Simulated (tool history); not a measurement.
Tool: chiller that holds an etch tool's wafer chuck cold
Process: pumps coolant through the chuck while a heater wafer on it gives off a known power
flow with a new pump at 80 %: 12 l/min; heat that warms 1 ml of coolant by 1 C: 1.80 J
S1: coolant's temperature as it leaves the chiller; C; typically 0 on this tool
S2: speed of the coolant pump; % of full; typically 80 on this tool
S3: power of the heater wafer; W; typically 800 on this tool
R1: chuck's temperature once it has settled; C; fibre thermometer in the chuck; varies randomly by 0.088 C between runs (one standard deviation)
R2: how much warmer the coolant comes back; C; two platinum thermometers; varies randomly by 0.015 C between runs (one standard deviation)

run 1 hour=0.0 | S1=0 S2=80 S3=800 | R1=8.40 R2=2.23
run 2 hour=39.6 | S1=0 S2=80 S3=800 | R1=8.62 R2=2.21
run 3 hour=135.8 | S1=0 S2=80 S3=800 | R1=8.43 R2=2.23
run 4 hour=203.9 | S1=0 S2=80 S3=800 | R1=8.49 R2=2.25
run 5 hour=278.4 | S1=0 S2=80 S3=800 | R1=8.58 R2=2.21
run 6 hour=346.2 | S1=-8 S2=80 S3=800 | R1=0.54 R2=2.26
run 7 hour=413.8 | S1=-8 S2=80 S3=800 | R1=0.63 R2=2.24
run 8 hour=506.6 | S1=-8 S2=80 S3=800 | R1=0.61 R2=2.24
run 9 hour=551.9 | S1=-8 S2=80 S3=800 | R1=0.63 R2=2.25
run 10 hour=647.2 | S1=-8 S2=80 S3=800 | R1=0.61 R2=2.25
run 11 hour=727.0 | S1=-8 S2=80 S3=800 | R1=0.58 R2=2.25
run 12 hour=820.0 | S1=6 S2=83 S3=951 | R1=15.99 R2=2.60
run 13 hour=915.2 | S1=6 S2=83 S3=951 | R1=15.95 R2=2.56
run 14 hour=974.4 | S1=6 S2=69 S3=951 | R1=17.43 R2=3.15
run 15 hour=1037.9 | S1=9 S2=69 S3=744 | R1=17.82 R2=2.48
run 16 hour=1109.4 | S1=9 S2=69 S3=744 | R1=17.99 R2=2.47
run 17 hour=1203.6 | S1=5 S2=72 S3=995 | R1=16.82 R2=3.15
run 18 hour=1278.1 | S1=0 S2=74 S3=667 | R1=6.91 R2=2.07
run 19 hour=1341.4 | S1=6 S2=81 S3=1135 | R1=16.98 R2=3.16

Withheld: 3 entries from between the runs. Position of each, and hidden state at the listed run before versus the listed run after:
Between runs 6 and 7: chiller's thermometer calibrated (hour 351.8)
  heat passed by the chuck's channels, % of clean ones': 89.4 -> 89.2; coolant's true temperature over the reading, C: 0.08 -> 0.1
  the result without the hidden state subtracted from the measured one, R1: +0.88 -> +0.93 C; R2: +0.02 -> +0.02 C
Between runs 9 and 10: chiller's thermometer calibrated, once more (hour 618.1)
  heat passed by the chuck's channels, % of clean ones': 88.9 -> 88.6; flow at a given pump speed, % of a new pump's: 99 -> 98.9; coolant's true temperature over the reading, C: 0.11 -> 0.01
  the result without the hidden state subtracted from the measured one, R1: +0.97 -> +0.89 C; R2: +0.03 -> +0.03 C
Between runs 17 and 18: coolant changed, channels flushed (hour 1218.8)
  heat passed by the chuck's channels, % of clean ones': 87.2 -> 99.3
  the result without the hidden state subtracted from the measured one, R1: +1.43 -> +0.17 C; R2: +0.06 -> +0.04 C
